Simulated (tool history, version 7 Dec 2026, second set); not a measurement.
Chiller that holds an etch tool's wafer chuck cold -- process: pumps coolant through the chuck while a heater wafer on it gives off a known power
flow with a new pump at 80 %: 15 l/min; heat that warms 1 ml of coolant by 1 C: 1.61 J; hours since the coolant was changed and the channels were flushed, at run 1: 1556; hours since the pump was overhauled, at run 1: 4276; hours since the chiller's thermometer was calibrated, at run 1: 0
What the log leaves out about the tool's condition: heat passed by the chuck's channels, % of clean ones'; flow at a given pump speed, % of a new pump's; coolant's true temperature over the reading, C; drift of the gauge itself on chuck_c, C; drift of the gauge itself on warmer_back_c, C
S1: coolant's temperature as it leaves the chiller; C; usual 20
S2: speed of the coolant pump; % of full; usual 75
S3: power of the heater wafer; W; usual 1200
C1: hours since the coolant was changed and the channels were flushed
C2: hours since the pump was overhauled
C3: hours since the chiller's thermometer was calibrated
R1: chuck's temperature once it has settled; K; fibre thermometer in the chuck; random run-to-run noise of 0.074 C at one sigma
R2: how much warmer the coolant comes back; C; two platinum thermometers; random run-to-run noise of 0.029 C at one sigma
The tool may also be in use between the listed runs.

{"run": 1, "day": 0.0, "S1": 20, "S2": 75, "S3": 1200, "C1": 1556, "C2": 4276, "C3": 0, "R1": 304.04, "R2": 3.62}
{"run": 2, "day": 3.05, "S1": 20, "S2": 75, "S3": 1200, "C1": 1629, "C2": 4350, "C3": 73, "R1": 304.01, "R2": 3.71}
{"run": 3, "day": 10.1, "S1": 20, "S2": 75, "S3": 1200, "C1": 1799, "C2": 4519, "C3": 242, "R1": 304.04, "R2": 3.72}
{"run": 4, "day": 17.492, "S1": 20, "S2": 75, "S3": 1200, "C1": 1976, "C2": 4696, "C3": 420, "R1": 304.2, "R2": 3.68}
{"run": 5, "day": 21.929, "S1": 20, "S2": 75, "S3": 1200, "C1": 2083, "C2": 4803, "C3": 526, "R1": 304.2, "R2": 3.77}
{"run": 6, "day": 26.667, "S1": 20, "S2": 75, "S3": 1200, "C1": 2196, "C2": 4916, "C3": 640, "R1": 304.27, "R2": 3.76}
{"run": 7, "day": 33.754, "S1": 20, "S2": 75, "S3": 1200, "C1": 2366, "C2": 5086, "C3": 810, "R1": 304.35, "R2": 3.82}
{"run": 8, "day": 36.971, "S1": 12, "S2": 69, "S3": 1200, "C1": 2444, "C2": 5164, "C3": 887, "R1": 297.13, "R2": 4.06}

Run 9 comes next. What will it give?
{"run": 9, "day": 41.704, "S1": 14, "S2": 75, "S3": 1200, "C1": 2557, "C2": 5277, "C3": 1001, "R1": "?", "R2": "?"}

R1: 298.34 K
R2: 3.77 C
Had the tool carried no hidden state, the very same run would have given R1 296.53 K, R2 3.16 C.

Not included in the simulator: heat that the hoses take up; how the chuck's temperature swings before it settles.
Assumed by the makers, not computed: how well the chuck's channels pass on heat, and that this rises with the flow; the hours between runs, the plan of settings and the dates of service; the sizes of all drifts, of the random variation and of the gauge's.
